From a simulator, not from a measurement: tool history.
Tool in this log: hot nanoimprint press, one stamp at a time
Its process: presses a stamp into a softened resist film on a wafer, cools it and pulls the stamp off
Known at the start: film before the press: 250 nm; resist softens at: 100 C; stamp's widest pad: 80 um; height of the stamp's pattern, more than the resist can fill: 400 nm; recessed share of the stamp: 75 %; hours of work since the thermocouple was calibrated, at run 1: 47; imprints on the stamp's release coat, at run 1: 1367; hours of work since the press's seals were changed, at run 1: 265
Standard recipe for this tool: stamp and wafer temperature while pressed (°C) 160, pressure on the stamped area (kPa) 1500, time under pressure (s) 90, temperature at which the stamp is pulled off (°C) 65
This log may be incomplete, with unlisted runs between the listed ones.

run,hour,stamp and wafer temperature while pressed (°C),pressure on the stamped area (kPa),time under pressure (s),temperature at which the stamp is pulled off (°C),hours of work since the thermocouple was calibrated,imprints on the stamp's release coat,hours of work since the press's seals were changed,resist left under the stamp's widest pad (angstrom),greatest force while the stamp is pulled off (N)
1,0.0,160,1500,90,65,47,1367,265,1255,133
2,4.5,160,1500,90,65,50,1391,269,1229,136
3,13.5,160,1500,90,65,57,1439,275,1265,137
4,22.3,160,1500,90,65,64,1486,282,1253,136
5,27.6,160,1500,90,65,68,1514,286,1245,143
6,33.9,160,1500,90,65,73,1547,291,1256,144
7,38.5,160,1500,90,65,77,1572,295,1249,133
8,46.9,160,1500,90,65,83,1616,302,1251,141
9,54.3,160,1500,90,65,89,1655,307,1260,136
10,58.5,160,1500,90,63,92,1678,311,1231,139
11,66.8,160,1340,90,65,99,1722,317,1294,132
12,72.9,160,1340,90,65,103,1754,322,1318,135
13,79.3,160,1340,90,65,108,1788,327,1304,139
14,86.4,160,1850,90,65,114,1826,332,1126,136
15,93.0,160,1500,90,65,119,1861,337,1248,138
16,100.2,160,1500,90,65,125,1899,343,1249,142

The next listed run, before its measurement:
17,104.0,160,1500,90,65,128,1919,346,?,?

{"run 17": {"resist left under the stamp's widest pad (angstrom)": 1244, "greatest force while the stamp is pulled off (N)": 138}}
With no hidden state in the tool, this same run would have given resist left under the stamp's widest pad (angstrom) 1244, greatest force while the stamp is pulled off (N) 137.
